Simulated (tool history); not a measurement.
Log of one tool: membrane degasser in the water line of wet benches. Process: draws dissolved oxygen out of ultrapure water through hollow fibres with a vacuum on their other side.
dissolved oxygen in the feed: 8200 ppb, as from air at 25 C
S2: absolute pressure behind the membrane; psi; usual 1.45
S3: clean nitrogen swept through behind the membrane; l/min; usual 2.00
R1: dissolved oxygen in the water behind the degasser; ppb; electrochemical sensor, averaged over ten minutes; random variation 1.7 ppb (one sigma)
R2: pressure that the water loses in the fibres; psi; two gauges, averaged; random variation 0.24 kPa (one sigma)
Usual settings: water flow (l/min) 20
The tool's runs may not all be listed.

{"run": 1, "day": 0.0, "water flow (l/min)": 20, "S2": 1.45, "S3": 2.0, "R1": 187.4, "R2": 9.185}
{"run": 2, "day": 13.388, "water flow (l/min)": 20, "S2": 0.87, "S3": 2.0, "R1": 94.3, "R2": 9.201}
{"run": 3, "day": 24.671, "water flow (l/min)": 20, "S2": 1.45, "S3": 2.0, "R1": 187.4, "R2": 9.162}
{"run": 4, "day": 35.646, "water flow (l/min)": 20, "S2": 1.45, "S3": 2.0, "R1": 186.9, "R2": 9.126}
{"run": 5, "day": 45.3, "water flow (l/min)": 28, "S2": 1.45, "S3": 2.0, "R1": 311.0, "R2": 12.794}
{"run": 6, "day": 54.929, "water flow (l/min)": 20, "S2": 1.45, "S3": 2.0, "R1": 186.9, "R2": 9.207}
{"run": 7, "day": 64.562, "water flow (l/min)": 15, "S2": 2.38, "S3": 2.0, "R1": 242.3, "R2": 6.881}
{"run": 8, "day": 77.65, "water flow (l/min)": 13, "S2": 1.28, "S3": 2.0, "R1": 90.9, "R2": 5.949}
{"run": 9, "day": 84.242, "water flow (l/min)": 17, "S2": 2.48, "S3": 3.44, "R1": 179.8, "R2": 7.823}
{"run": 10, "day": 92.421, "water flow (l/min)": 30, "S2": 2.48, "S3": 3.44, "R1": 387.0, "R2": 13.728}
{"run": 11, "day": 105.454, "water flow (l/min)": 30, "S2": 2.48, "S3": 3.44, "R1": 390.4, "R2": 13.78}
{"run": 12, "day": 112.267, "water flow (l/min)": 18, "S2": 1.22, "S3": 1.23, "R1": 190.8, "R2": 8.27}

Taken out of this log: 1 entry between the listed runs. Where each belongs, and how the hidden state differs across it:
Between runs 4 and 5: seals of the vacuum lines changed (day 38.162)
  air that leaks in behind the membrane, l/min: 0.0022 -> 0.002

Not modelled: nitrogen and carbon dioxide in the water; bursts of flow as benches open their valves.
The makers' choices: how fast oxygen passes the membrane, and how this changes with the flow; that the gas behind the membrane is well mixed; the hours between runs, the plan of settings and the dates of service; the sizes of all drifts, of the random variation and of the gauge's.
